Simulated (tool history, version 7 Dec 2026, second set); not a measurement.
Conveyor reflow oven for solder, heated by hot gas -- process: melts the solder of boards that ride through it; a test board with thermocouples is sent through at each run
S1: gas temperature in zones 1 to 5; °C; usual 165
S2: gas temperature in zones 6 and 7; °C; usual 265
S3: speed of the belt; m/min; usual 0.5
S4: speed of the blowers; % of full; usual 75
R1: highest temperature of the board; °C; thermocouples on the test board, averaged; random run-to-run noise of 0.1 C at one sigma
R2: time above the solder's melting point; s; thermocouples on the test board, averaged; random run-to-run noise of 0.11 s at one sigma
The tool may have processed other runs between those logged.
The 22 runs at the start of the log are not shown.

run,hour,S1,S2,S3,S4,R1,R2
23,616,179,262,0.546,78,244.6,52.3
24,633.1,179,256,0.546,78,239.7,47.4
25,655.1,167,269,0.413,57,252.2,72.6
26,691.7,156,269,0.413,57,250.3,66.3
27,727.4,156,269,0.413,57,250.4,66.6
28,757.1,178,270,0.418,75,258.3,83.5
# hour 761.7: thermocouples of zones 6 and 7 changed
29,776.2,178,270,0.418,75,258.4,83.2
# hour 807.3: flux residue cleaned out of gas plates and filters
30,814.5,164,271,0.5,75,251.7,57.9

What if the next run were any one of these 5? Each begins from the tool's condition after run 30:
A,842.3,171,265,0.5,87,?,?
B,842.3,153,271,0.405,75,?,?
C,842.3,164,274,0.5,75,?,?
D,842.3,165,272,0.41,80,?,?
E,842.3,151,271,0.48,72,?,?

run,R1,R2
A,250.4,60.5
B,256.9,74.9
C,254,60.1
D,260.2,80.9
E,250,55.1
Had the tool no hidden state, the same runs would have come out as:
run,R1,R2
A,250.4,60.5
B,256.9,74.9
C,254,60
D,260.2,80.9
E,250,55.1

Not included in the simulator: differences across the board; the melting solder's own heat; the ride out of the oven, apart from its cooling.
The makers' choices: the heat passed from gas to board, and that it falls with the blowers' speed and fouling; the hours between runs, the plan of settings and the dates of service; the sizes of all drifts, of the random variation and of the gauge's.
